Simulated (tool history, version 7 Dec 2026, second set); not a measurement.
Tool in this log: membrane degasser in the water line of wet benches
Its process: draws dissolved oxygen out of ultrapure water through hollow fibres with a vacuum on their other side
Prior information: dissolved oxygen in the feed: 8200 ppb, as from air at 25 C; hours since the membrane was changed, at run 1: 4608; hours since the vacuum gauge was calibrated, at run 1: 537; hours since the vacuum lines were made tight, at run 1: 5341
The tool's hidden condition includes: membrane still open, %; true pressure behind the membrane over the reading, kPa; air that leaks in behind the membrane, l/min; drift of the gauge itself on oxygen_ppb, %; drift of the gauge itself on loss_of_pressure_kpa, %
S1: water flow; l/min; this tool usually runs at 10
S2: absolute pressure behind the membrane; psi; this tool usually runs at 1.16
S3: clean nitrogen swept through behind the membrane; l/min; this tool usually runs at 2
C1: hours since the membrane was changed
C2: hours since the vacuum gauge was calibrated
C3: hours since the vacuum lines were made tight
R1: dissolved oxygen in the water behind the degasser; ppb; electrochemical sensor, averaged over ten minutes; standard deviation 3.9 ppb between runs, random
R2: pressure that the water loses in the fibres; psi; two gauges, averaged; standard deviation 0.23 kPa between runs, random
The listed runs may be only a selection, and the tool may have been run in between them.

run    hour  S1     S2    S3    C1    C2    C3     R1     R2
  1       0  10   1.16     2  4608   537  5341  386.1  8.425
  2   108.9  10   1.16     2  4717   646  5449  384.4  8.419
  3   250.3  10   1.16     2  4858   788  5591  383.2  8.341
  4   342.5  10   1.16     2  4950   880  5683    387  8.386
  5   417.6  10   1.16     2  5026   955  5758  383.1  8.353
  6   568.2  10   1.16     2  5176  1106  5909  384.4  8.363
  7   732.7  10   1.16     2  5341  1270  6073  387.7  8.301
  8     837  10   1.16     2  5445  1374  6178  381.9  8.244
  9   935.6  10   1.16     2  5544  1473  6276  381.3  8.292
 10  1046.8  10   1.16     2  5655  1584  6387  388.3  8.213
 11  1140.3   8   1.16     2  5748  1678  6481  278.5   6.63
 12  1215.5   8   1.16     2  5823  1753  6556  277.4  6.664
 13  1350.9  10  0.835  5.11  5959  1888  6692    342  8.219
 14  1480.8  10  0.835  5.11  6089  2018  6821    335  8.253
 15  1556.7  15  1.494     2  6165  2094  6897  679.5  12.34
 16  1675.9  10  0.962  5.14  6284  2213  7017  344.9  8.254
       1795  -- seals of the vacuum lines changed
 17  1808.4  10  1.286  1.64  6414  2344    13  401.6  8.148
 18    1920   9  2.177     2  6526  2455   125  405.7  7.346
 19    2042  10   0.98  4.65  6648  2577   247  350.8  8.147
 20  2138.8  10  0.737  3.71  6745  2674   344  343.7   8.15

What if the next run were any one of these 3? Each begins from the tool's condition after run 20:
     2155  -- gauge calibrated
  A  2288  10  1.455  1.68  6894  2823  493   ?   ?
     2155  -- gauge calibrated
  B  2288  10   1.16  2.89  6894  2823  493   ?   ?
     2155  -- gauge calibrated
  C  2288  10  1.494     2  6894  2823  493   ?   ?

run     R1     R2
  A  423.9  8.415
  B  364.5  8.367
  C  413.3   8.39
With no hidden state in the tool, these same runs would have given:
run     R1     R2
  A  423.4  8.427
  B    364  8.379
  C  412.8  8.402
